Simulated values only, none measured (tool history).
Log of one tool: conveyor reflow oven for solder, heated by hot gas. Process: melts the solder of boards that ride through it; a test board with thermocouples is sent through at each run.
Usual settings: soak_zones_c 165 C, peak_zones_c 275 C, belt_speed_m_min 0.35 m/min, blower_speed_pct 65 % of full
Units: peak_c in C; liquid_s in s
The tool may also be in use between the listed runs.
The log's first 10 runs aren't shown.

run   hour  soak_zones_c  peak_zones_c  belt_speed_m_min  blower_speed_pct  peak_c  liquid_s
 11    145           165           275              0.35                65  265.62     117.1
 12  160.1           165           275              0.35                65  265.61     116.6
 13  180.9           165           275              0.35                65  265.53     117.1
 14  190.4           165           275              0.35                65   265.6     116.7
 15  199.9           165           275              0.35                65  265.57     116.5
 16  210.5           165           275              0.35                65   265.5     116.7
 17    224           165           276              0.35                65  266.54     117.4
 18  239.8           165           276              0.35                65  266.49     117.6
 19  252.2           165           267             0.383                65  255.47      96.3
 20  270.5           165           267             0.383                65  255.44      96.6
 21  282.1           165           267             0.383                65  255.48      96.8
 22  303.9           165           275             0.378                65  263.37     105.8
 23  319.9           165           275             0.378                65  263.22     105.6
 24  340.3           158           267             0.311                65  260.17     124.2
 25  355.4           158           267             0.311                65  260.28     124.1
 26  371.6           165           275             0.368                65   264.1     109.6
 27  392.6           174           276             0.294                65  271.13     151.2
 28  410.5           174           276             0.294                65  271.27     152.1
     422.8  -- flux residue cleaned out of gas plates and filters
 29  429.2           174           276             0.294                65  271.83     152.5
       447  -- thermocouples of zones 6 and 7 changed
 30  448.5           174           276             0.294                65  270.73     151.8

Forecast each of these 4 alternatives for the next run:
  A  460.3           156           275              0.35                75       ?         ?
  B  460.3           174           288             0.379                54       ?         ?
  C  460.3           165           284              0.36                65       ?         ?
  D  460.3           174           280             0.294                87       ?         ?

run  peak_c  liquid_s
  A  265.58     113.6
  B  274.95     118.8
  C  273.27     119.8
  D  275.99     155.9
Without the tool's hidden state the same runs would have given:
run  peak_c  liquid_s
  A  265.01     110.4
  B  274.24     115.7
  C  272.64     116.7
  D  275.57     152.1

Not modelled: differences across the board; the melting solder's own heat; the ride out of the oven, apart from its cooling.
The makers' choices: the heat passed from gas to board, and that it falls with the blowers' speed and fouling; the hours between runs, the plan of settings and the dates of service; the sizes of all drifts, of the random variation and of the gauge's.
